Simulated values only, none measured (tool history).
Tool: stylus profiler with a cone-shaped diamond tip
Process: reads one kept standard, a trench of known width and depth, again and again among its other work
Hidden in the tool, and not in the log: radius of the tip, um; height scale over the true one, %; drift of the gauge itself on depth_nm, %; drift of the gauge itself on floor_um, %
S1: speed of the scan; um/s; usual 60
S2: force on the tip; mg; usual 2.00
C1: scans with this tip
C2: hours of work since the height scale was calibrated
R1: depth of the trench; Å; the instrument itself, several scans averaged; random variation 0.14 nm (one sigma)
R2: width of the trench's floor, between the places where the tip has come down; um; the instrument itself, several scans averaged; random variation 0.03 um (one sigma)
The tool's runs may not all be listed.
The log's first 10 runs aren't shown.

run     day   S1    S2     C1    C2      R1     R2
 11   6.796   60  2.00  19635  1388  5040.0  97.16
 12   7.629   58  2.00  19850  1403  5041.8  97.21
 13   8.300   58  2.00  20023  1415  5040.8  97.14
 14   8.996   58  2.00  20203  1428  5040.8  97.12
 15   9.454   58  2.00  20320  1436  5037.4  97.18
 16  10.408   63  4.07  20567  1453  5067.3  97.25
 17  11.421   39  0.85  20828  1472  5023.4  97.16
 18  12.258   39  0.85  21044  1487  5023.0  97.16
 19  13.208   50  0.71  21289  1504  5022.8  97.08
 20  14.008   57  4.11  21495  1519  5066.5  97.20
 21  15.004   55  0.98  21752  1537  5027.8  97.09
 22  15.825  103  2.00  21964  1552  5042.1  97.01
 23  16.458  103  2.00  22127  1564  5041.3  97.06
 24  17.504   50  3.73  22396  1583  5061.9  97.18
 25  18.508   50  3.73  22655  1601  5064.5  97.23
 26  19.125   88  0.94  22815  1612  5024.9  96.94
 27  20.112  223  3.46  23069  1630  5062.6  96.82
 28  20.625  223  3.46  23202  1640  5058.1  96.81
 29  21.458   20  5.13  23417  1655  5077.9  97.28
 30  22.125   20  0.96  23588  1667  5025.3  97.24

5 ways to go on from here, each from the tool as it stands after run 30. What would each give?
  A  22.850  234  0.96  23776  1680   ?   ?
  B  22.850   34  3.77  23776  1680   ?   ?
  C  22.850   36  0.86  23776  1680   ?   ?
  D  22.850   70  3.45  23776  1680   ?   ?
  E  22.850  160  2.22  23776  1680   ?   ?

run      R1     R2
  A  5025.3  96.31
  B  5064.7  97.27
  C  5020.0  97.13
  D  5058.6  97.15
  E  5043.9  96.87
Without the tool's hidden state the same runs would have given:
run      R1     R2
  A  5025.7  96.34
  B  5065.2  97.30
  C  5020.4  97.16
  D  5059.0  97.18
  E  5044.4  96.90
